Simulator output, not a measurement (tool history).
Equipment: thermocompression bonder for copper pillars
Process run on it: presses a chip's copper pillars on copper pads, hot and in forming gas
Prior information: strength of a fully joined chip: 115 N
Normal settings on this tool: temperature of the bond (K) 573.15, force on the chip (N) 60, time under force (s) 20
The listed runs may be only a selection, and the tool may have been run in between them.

run,day,temperature of the bond (K),force on the chip (N),time under force (s),force that shears a chip off (N)
1,0.000,573.15,60,20,82.9
2,1.204,573.15,60,20,84.5
3,2.358,573.15,60,20,83.5
4,3.125,573.15,60,20,81.8
5,4.112,573.15,60,20,83.3
6,5.167,573.15,60,20,84.0
7,5.675,573.15,60,20,82.2
# day 6.817: forming gas filter changed
8,6.850,573.15,60,20,83.9
9,7.579,573.15,55,20,78.6
10,8.492,573.15,55,20,78.5
11,9.117,573.15,55,20,78.9
12,10.167,560.15,60,20,73.0
# day 11.046: heater calibrated with a thermocouple chip
13,11.188,560.15,60,20,74.0
14,11.908,573.15,60,20,84.5
15,12.558,550.15,46,20,50.7
16,13.425,550.15,46,20,49.1
17,13.950,567.15,50,29,76.4
18,15.033,567.15,50,29,75.3
19,16.162,567.15,50,29,77.4
20,17.054,567.15,50,29,75.4
21,18.112,567.15,50,29,75.8
22,18.696,567.15,50,29,76.0
23,19.725,567.15,50,29,75.6
24,20.375,567.15,60,11,67.6
25,21.400,573.15,79,29,102.3
26,21.917,582.15,60,40,101.3
27,22.529,588.15,60,26,95.9

Each row is a separate what-if for the run after 27, all from the same tool condition, not one after another. Results?
A,23.112,571.15,60,38,?
B,23.112,591.15,77,20,?
C,23.112,573.15,80,20,?

run,force that shears a chip off (N)
A,95.0
B,106.1
C,97.4
Take away the tool's hidden state, keep each run's random variation, and the runs would have read:
run,force that shears a chip off (N)
A,95.3
B,106.4
C,97.7
